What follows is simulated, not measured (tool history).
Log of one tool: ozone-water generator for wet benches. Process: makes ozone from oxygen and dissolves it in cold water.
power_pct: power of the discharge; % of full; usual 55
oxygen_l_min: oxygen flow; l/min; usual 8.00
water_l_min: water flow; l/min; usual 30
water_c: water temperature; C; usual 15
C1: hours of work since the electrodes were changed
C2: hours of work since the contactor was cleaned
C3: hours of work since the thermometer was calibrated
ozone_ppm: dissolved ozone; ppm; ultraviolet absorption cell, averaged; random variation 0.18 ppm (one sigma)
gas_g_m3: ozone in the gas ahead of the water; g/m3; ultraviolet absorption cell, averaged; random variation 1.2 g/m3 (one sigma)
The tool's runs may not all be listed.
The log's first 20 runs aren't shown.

run 21 hour=2232.6 | power_pct=55 oxygen_l_min=8.00 water_l_min=30 water_c=15 | C1=6126 C2=742 C3=791 | ozone_ppm=22.5 gas_g_m3=198.8
run 22 hour=2346.0 | power_pct=55 oxygen_l_min=8.00 water_l_min=30 water_c=15 | C1=6239 C2=855 C3=904 | ozone_ppm=22.3 gas_g_m3=198.2
run 23 hour=2484.5 | power_pct=55 oxygen_l_min=8.00 water_l_min=30 water_c=15 | C1=6377 C2=993 C3=1042 | ozone_ppm=22.3 gas_g_m3=198.0
run 24 hour=2608.8 | power_pct=55 oxygen_l_min=8.00 water_l_min=30 water_c=15 | C1=6501 C2=1117 C3=1166 | ozone_ppm=22.1 gas_g_m3=198.5
run 25 hour=2695.4 | power_pct=55 oxygen_l_min=8.00 water_l_min=30 water_c=9 | C1=6588 C2=1204 C3=1253 | ozone_ppm=23.9 gas_g_m3=198.0
run 26 hour=2801.8 | power_pct=53 oxygen_l_min=10.38 water_l_min=36 water_c=8 | C1=6694 C2=1310 C3=1359 | ozone_ppm=19.9 gas_g_m3=161.9
run 27 hour=2953.6 | power_pct=77 oxygen_l_min=8.00 water_l_min=30 water_c=15 | C1=6846 C2=1462 C3=1511 | ozone_ppm=27.7 gas_g_m3=247.1
run 28 hour=3024.9 | power_pct=77 oxygen_l_min=8.00 water_l_min=30 water_c=15 | C1=6917 C2=1533 C3=1582 | ozone_ppm=27.5 gas_g_m3=247.7
run 29 hour=3159.3 | power_pct=68 oxygen_l_min=8.11 water_l_min=30 water_c=9 | C1=7051 C2=1667 C3=1716 | ozone_ppm=27.3 gas_g_m3=222.1
run 30 hour=3258.2 | power_pct=80 oxygen_l_min=6.39 water_l_min=27 water_c=19 | C1=7150 C2=1766 C3=1815 | ozone_ppm=29.8 gas_g_m3=296.6
run 31 hour=3371.5 | power_pct=78 oxygen_l_min=6.39 water_l_min=27 water_c=9 | C1=7263 C2=1879 C3=1928 | ozone_ppm=32.9 gas_g_m3=288.7
run 32 hour=3465.6 | power_pct=92 oxygen_l_min=6.39 water_l_min=23 water_c=9 | C1=7357 C2=1973 C3=2022 | ozone_ppm=41.6 gas_g_m3=322.2
run 33 hour=3611.3 | power_pct=92 oxygen_l_min=5.14 water_l_min=43 water_c=9 | C1=7503 C2=2119 C3=2168 | ozone_ppm=23.2 gas_g_m3=373.9

Forecast each of these 3 alternatives for the next run:
run A hour=3686.2 | power_pct=95 oxygen_l_min=8.00 water_l_min=21 water_c=8 | C1=7578 C2=2194 C3=2243 | ozone_ppm=? gas_g_m3=?
run B hour=3686.2 | power_pct=92 oxygen_l_min=5.11 water_l_min=21 water_c=20 | C1=7578 C2=2194 C3=2243 | ozone_ppm=? gas_g_m3=?
run C hour=3686.2 | power_pct=84 oxygen_l_min=8.00 water_l_min=30 water_c=15 | C1=7578 C2=2194 C3=2243 | ozone_ppm=? gas_g_m3=?

run=A ozone_ppm=44.5 gas_g_m3=280.2
run=B ozone_ppm=39.3 gas_g_m3=372.4
run=C ozone_ppm=28.5 gas_g_m3=256.0
Without the tool's hidden state the same runs would have given:
run=A ozone_ppm=57.3 gas_g_m3=350.0
run=B ozone_ppm=50.3 gas_g_m3=463.3
run=C ozone_ppm=36.3 gas_g_m3=314.5
